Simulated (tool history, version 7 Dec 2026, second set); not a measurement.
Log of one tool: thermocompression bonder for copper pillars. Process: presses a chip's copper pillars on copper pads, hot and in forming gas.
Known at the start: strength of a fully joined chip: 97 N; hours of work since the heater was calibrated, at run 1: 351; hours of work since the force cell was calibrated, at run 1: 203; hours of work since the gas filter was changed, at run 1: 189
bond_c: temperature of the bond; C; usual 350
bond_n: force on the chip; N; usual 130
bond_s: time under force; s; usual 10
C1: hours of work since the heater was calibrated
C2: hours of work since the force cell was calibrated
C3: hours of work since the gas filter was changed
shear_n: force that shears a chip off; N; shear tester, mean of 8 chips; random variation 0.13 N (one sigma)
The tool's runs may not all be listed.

Run 1, day 0.000: usual settings; C1 351; C2 203; C3 189. Result: shear_n 36.0 N.
Run 2, day 0.654: usual settings; C1 361; C2 213; C3 199. Result: shear_n 35.8 N.
Run 3, day 1.196: usual settings; C1 370; C2 222; C3 208. Result: shear_n 35.9 N.
Run 4, day 1.796: usual settings; C1 379; C2 231; C3 217. Result: shear_n 35.9 N.
Run 5, day 2.633: usual settings; C1 392; C2 245; C3 230. Result: shear_n 35.8 N.
Run 6, day 2.992: usual settings but bond_n 158 N; C1 398; C2 250; C3 236. Result: shear_n 40.6 N.
Run 7, day 3.692: usual settings but bond_n 158 N; C1 409; C2 261; C3 247. Result: shear_n 40.8 N.
Run 8, day 4.054: usual settings but bond_n 158 N; C1 415; C2 267; C3 253. Result: shear_n 40.7 N.
Run 9, day 4.533: usual settings but bond_c 359 C; C1 422; C2 275; C3 260. Result: shear_n 39.9 N.
Run 10, day 4.958: usual settings; C1 429; C2 281; C3 267. Result: shear_n 36.0 N.
Run 11, day 5.729: usual settings; C1 441; C2 294; C3 279. Result: shear_n 35.6 N.
Run 12, day 6.546: usual settings; C1 454; C2 306; C3 292. Result: shear_n 35.9 N.
Run 13, day 7.246: usual settings; C1 465; C2 317; C3 303. Result: shear_n 36.1 N.
Run 14, day 7.679: usual settings; C1 472; C2 324; C3 310. Result: shear_n 35.9 N.
Run 15, day 8.050: usual settings but bond_c 345 C; C1 478; C2 330; C3 316. Result: shear_n 34.0 N.
Run 16, day 8.779: usual settings but bond_c 345 C; C1 489; C2 342; C3 327. Result: shear_n 34.0 N.
Run 17, day 9.250: usual settings; C1 497; C2 349; C3 335. Result: shear_n 36.2 N.
Run 18, day 9.888: usual settings; C1 507; C2 359; C3 345. Result: shear_n 35.8 N.
At day 9.962: forming gas filter changed.
Run 19, day 10.688: usual settings; C1 519; C2 371; C3 11. Result: shear_n 36.7 N.
Run 20, day 11.292: usual settings but bond_n 124 N; C1 529; C2 381; C3 21. Result: shear_n 35.7 N.
Run 21, day 11.817: usual settings but bond_n 124 N; C1 537; C2 389; C3 29. Result: shear_n 35.7 N.
Run 22, day 12.571: usual settings but bond_c 326 C, bond_n 124 N; C1 549; C2 401; C3 41. Result: shear_n 26.2 N.
Run 23, day 13.138: usual settings but bond_c 363 C, bond_n 160 N; C1 558; C2 410; C3 50. Result: shear_n 48.0 N.
Run 24, day 13.929: usual settings but bond_c 338 C, bond_n 146 N, bond_s 27 s; C1 570; C2 423; C3 63. Result: shear_n 49.6 N.
Run 25, day 14.558: usual settings but bond_c 367 C, bond_n 107 N, bond_s 11 s; C1 580; C2 433; C3 73. Result: shear_n 40.4 N.
Run 26, day 15.129: usual settings but bond_c 340 C, bond_s 23 s; C1 589; C2 442; C3 82. Result: shear_n 44.8 N.
Run 27, day 15.829: usual settings but bond_c 376 C, bond_s 9 s; C1 600; C2 453; C3 93. Result: shear_n 46.2 N.
Run 28, day 16.475: usual settings; C1 610; C2 463; C3 103. Result: shear_n 36.8 N.
Run 29, day 17.254: usual settings; C1 623; C2 475; C3 115. Result: shear_n 36.6 N.
Run 30, day 17.958: usual settings; C1 634; C2 486; C3 126. Result: shear_n 36.7 N.
Run 31, day 18.479: usual settings but bond_c 348 C, bond_n 163 N; C1 642; C2 494; C3 134. Result: shear_n 41.7 N.
Run 32, day 18.933: usual settings but bond_c 348 C, bond_n 150 N, bond_s 14 s; C1 649; C2 502; C3 142. Result: shear_n 44.7 N.
At day 19.096: heater calibrated with a thermocouple chip.
Run 33, day 19.746: usual settings but bond_c 348 C, bond_n 150 N, bond_s 14 s; C1 10; C2 513; C3 153. Result: shear_n 42.0 N.
Run 34, day 20.354: usual settings but bond_c 379 C, bond_n 118 N, bond_s 6 s; C1 20; C2 523; C3 163. Result: shear_n 36.7 N.
Run 35, day 21.242: usual settings but bond_c 333 C, bond_n 111 N, bond_s 6 s; C1 34; C2 537; C3 177. Result: shear_n 19.9 N.
Run 36, day 22.067: usual settings but bond_c 333 C, bond_n 98 N, bond_s 25 s; C1 47; C2 550; C3 190. Result: shear_n 33.5 N.
Run 37, day 22.733: usual settings but bond_c 322 C, bond_n 174 N, bond_s 22 s; C1 57; C2 560; C3 200. Result: shear_n 40.8 N.
Run 38, day 23.608: usual settings but bond_c 326 C, bond_n 116 N, bond_s 22 s; C1 71; C2 574; C3 214. Result: shear_n 32.6 N.

The next listed run, before its measurement:
Run 39, day 24.479: usual settings but bond_c 338 C, bond_n 119 N, bond_s 15 s; C1 85; C2 588; C3 228. Result: shear_n ?.

{"run 39": {"shear_n": 33.1}}
Without the tool's hidden state the same run would have given shear_n 34.2 N.
